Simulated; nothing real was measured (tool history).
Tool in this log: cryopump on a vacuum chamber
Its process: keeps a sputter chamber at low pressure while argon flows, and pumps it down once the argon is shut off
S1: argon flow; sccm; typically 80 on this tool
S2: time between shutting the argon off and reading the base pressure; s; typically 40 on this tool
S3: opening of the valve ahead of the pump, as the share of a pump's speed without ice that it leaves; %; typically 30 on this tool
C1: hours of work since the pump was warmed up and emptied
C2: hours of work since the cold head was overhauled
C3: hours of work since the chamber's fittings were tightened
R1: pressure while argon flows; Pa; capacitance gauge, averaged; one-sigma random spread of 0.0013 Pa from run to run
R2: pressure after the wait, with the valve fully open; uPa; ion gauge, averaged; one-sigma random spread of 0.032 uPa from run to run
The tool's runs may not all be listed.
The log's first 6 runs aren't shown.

run	day	S1	S2	S3	C1	C2	C3	R1	R2
7	3.221	64	40	30	184	184	965	0.2488	3
8	3.875	64	40	30	197	197	978	0.2503	3.05
9	4.358	64	40	31	207	207	988	0.2446	3.06
10	4.958	80	40	30	219	219	1000	0.3107	3.1
11	5.529	80	40	30	231	231	1012	0.3131	3.02
12	6.088	80	40	30	242	242	1023	0.3138	3.13
13	6.788	80	40	30	256	256	1037	0.3148	3.15
14	7.396	80	40	30	268	268	1049	0.3144	3.16
15	8.15	80	40	30	283	283	1064	0.3141	3.24
16	8.942	131	103	22	299	299	1080	0.6995	2.29
17	9.308	105	252	16	307	307	1088	0.7603	1.98
18	9.746	56	28	16	316	316	1097	0.4081	3.92
19	10.308	158	89	30	327	327	1108	0.6169	2.4
20	11.117	80	140	60	343	343	1124	0.1612	2.22
21	11.912	80	140	60	359	359	1140	0.1617	2.28
22	12.292	34	122	25	367	367	1148	0.1599	2.26
23	13.121	122	122	25	384	384	1165	0.5734	2.36
24	13.688	55	122	21	395	395	1176	0.3093	2.36
25	14.308	80	40	25	408	408	1189	0.3764	3.45
26	15.162	46	110	29	425	425	1206	0.19	2.52
27	15.65	91	30	20	435	435	1216	0.5362	3.87
28	16.433	91	37	53	451	451	1231	0.2114	3.59
29	16.817	80	162	21	458	458	1239	0.4496	2.4
30	17.321	80	162	21	468	468	1249	0.4509	2.39

Forecast each of these 3 alternatives for the next run:
A	17.717	80	255	30	476	476	1257	?	?
B	17.717	80	39	30	476	476	1257	?	?
C	17.717	91	173	30	476	476	1257	?	?

run	R1	R2
A	0.3179	2.3
B	0.3199	3.48
C	0.362	2.39
Without the tool's hidden state the same runs would have given:
run	R1	R2
A	0.3048	0.42
B	0.3068	1.68
C	0.3472	0.53
